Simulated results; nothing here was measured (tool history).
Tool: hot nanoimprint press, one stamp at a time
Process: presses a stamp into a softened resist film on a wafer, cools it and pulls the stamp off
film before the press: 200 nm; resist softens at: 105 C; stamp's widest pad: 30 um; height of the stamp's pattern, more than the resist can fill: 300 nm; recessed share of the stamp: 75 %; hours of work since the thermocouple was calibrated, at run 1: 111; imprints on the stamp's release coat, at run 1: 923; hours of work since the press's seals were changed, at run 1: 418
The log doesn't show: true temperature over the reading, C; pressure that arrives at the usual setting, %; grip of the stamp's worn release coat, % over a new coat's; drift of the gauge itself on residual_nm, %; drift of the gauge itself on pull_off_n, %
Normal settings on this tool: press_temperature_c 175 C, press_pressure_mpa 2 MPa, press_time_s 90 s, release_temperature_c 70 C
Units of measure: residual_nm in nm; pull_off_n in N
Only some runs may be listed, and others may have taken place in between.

run,hour,press_temperature_c,press_pressure_mpa,press_time_s,release_temperature_c,hours of work since the thermocouple was calibrated,imprints on the stamp's release coat,hours of work since the press's seals were changed,residual_nm,pull_off_n
1,0,175,2,90,70,111,923,418,103.4,276
2,34.3,175,2,90,70,134,1008,440,106.7,291
3,54.7,175,2,90,70,147,1059,453,106,279
4,86.2,175,2,90,70,167,1138,474,106.1,292
5,118.8,175,2,90,70,189,1219,495,106.5,307
6,135.8,175,2,90,70,200,1262,506,107.1,305
7,163.6,166,2,90,70,218,1332,524,153.4,307
8,180.2,166,2,90,70,228,1373,535,153.9,295
9,213.1,166,2,90,70,250,1455,556,154.3,325
# hour 237.2: plate thermocouple calibrated
10,249.2,175,1.35,90,70,8,1538,578,119.8,317
11,273.6,175,2.84,90,70,24,1599,594,86.6,325
12,288.7,175,2.84,103,70,33,1637,603,82.6,335
13,318.6,175,2.84,103,70,53,1711,623,83.2,332
14,333.1,175,2,90,70,62,1748,632,103.7,352
15,366.8,177,2,90,70,84,1832,654,93.8,341
16,383.4,177,2,90,70,95,1873,665,93.9,354
17,410.5,183,1.55,61,70,112,1941,682,94,366
18,434.4,184,1.55,46,70,128,2001,698,101.8,370
19,451.1,175,2.83,175,57,139,2042,709,70.2,453
20,466,179,2.42,73,75,148,2080,718,86.8,349
21,498.7,179,2.42,72,61,170,2161,740,87.2,447
22,522.4,179,2.42,72,61,185,2221,755,87.6,454
# hour 550.9: stamp cleaned and given a new release coat
23,552.2,176,2,51,70,200,3,770,122.6,197
24,578,163,1.37,84,74,217,68,787,177.4,195
25,609.8,176,1.4,104,71,238,147,808,112.4,210
26,626.8,176,1.4,104,71,249,190,819,113.9,215
27,642.4,166,2.13,61,71,259,228,829,163.6,218
# hour 652.3: plate thermocouple calibrated
28,672.4,178,2.95,51,73,13,296,846,92.3,205
29,697.9,166,2.51,92,66,30,360,863,136.3,241

How would selected steps in residual_nm from run to run divide? Give the signed amount a tool lacking its hidden state would still show from settings, what came in and random variation, and the signed amount left for the hidden state, including any gauge scatter that is not in both of the compared results.
Run 9 -> 10: press_temperature_c 166 -> 175, press_pressure_mpa 2 -> 1.35, plate thermocouple calibrated. residual_nm -34.5 nm: hidden state -6.8, all else -27.7.
Run 24 -> 25: press_temperature_c 163 -> 176, press_pressure_mpa 1.37 -> 1.4, press_time_s 84 -> 104, release_temperature_c 74 -> 71. residual_nm -65 nm: hidden state +2, all else -67.
Run 27 -> 28: press_temperature_c 166 -> 178, press_pressure_mpa 2.13 -> 2.95, press_time_s 61 -> 51, release_temperature_c 71 -> 73, plate thermocouple calibrated. residual_nm -71.3 nm: hidden state -2.6, all else -68.7.

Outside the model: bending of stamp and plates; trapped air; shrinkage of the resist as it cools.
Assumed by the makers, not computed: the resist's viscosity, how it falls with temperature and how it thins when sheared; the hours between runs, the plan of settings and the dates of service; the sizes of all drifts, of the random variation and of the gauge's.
